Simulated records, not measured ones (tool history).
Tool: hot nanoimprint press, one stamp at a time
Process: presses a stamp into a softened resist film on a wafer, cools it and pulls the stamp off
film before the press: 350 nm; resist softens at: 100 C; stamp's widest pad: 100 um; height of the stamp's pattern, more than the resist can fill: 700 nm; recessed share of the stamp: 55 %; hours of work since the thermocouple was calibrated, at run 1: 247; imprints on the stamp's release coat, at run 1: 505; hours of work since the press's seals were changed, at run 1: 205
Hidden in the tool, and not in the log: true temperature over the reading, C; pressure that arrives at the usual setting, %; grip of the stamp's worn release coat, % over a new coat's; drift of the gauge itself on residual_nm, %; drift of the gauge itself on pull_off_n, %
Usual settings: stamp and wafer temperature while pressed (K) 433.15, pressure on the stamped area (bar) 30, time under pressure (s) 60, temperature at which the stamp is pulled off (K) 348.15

run   hour  stamp and wafer temperature while pressed (K)  pressure on the stamped area (bar)  time under pressure (s)  temperature at which the stamp is pulled off (K)  hours of work since the thermocouple was calibrated  imprints on the stamp's release coat  hours of work since the press's seals were changed  resist left under the stamp's widest pad (nm)  greatest force while the stamp is pulled off (N)
  1      0                                         433.15                                  30                       60                                            348.15                                                  247                                   505                                                 205                                          186.6                                               233
  2   11.2                                         433.15                                  30                       60                                            348.15                                                  256                                   540                                                 214                                          188.8                                               230
  3   24.9                                         433.15                                  30                       60                                            348.15                                                  266                                   583                                                 224                                          190.9                                               225
  4     32                                         433.15                                  30                       60                                            348.15                                                  272                                   605                                                 230                                          192.1                                               238
  5   41.7                                         433.15                                  30                      120                                            348.15                                                  279                                   636                                                 237                                          147.9                                               235
  6   53.5                                         433.15                                41.8                      120                                            348.15                                                  288                                   673                                                 246                                          127.9                                               246
  7   62.5                                         433.15                                26.6                      115                                            342.15                                                  295                                   702                                                 253                                          158.4                                               291
  8   76.6                                         433.15                                26.6                      100                                            342.15                                                  306                                   746                                                 264                                          167.8                                               296
  9   83.6                                         433.15                                37.7                       47                                            344.15                                                  312                                   768                                                 270                                          192.7                                               270
 10   96.2                                         433.15                                37.7                       47                                            344.15                                                  321                                   808                                                 279                                          192.7                                               274
 11  107.5                                         432.15                                  30                       63                                            334.15                                                  330                                   843                                                 288                                          201.9                                               353
 12  113.6                                         422.15                                  30                       40                                            334.15                                                  335                                   862                                                 293                                          312.4                                               341

Measured less the same run without the tool's hidden state. The same run-to-run variation is in both; the gauge's scatter may not be:
run  resist left under the stamp's widest pad (nm)  greatest force while the stamp is pulled off (N)
  1                                           +9.4                                               +39
  2                                           +9.8                                               +40
  3                                          +10.5                                               +42
  4                                          +10.8                                               +46
  5                                           +9.8                                               +47
  6                                           +9.6                                               +51
  7                                          +10.9                                               +62
  8                                          +11.7                                               +66
  9                                          +12.9                                               +61
 10                                          +13.3                                               +66
 11                                          +13.8                                               +85
 12                                           +8.8                                               +83
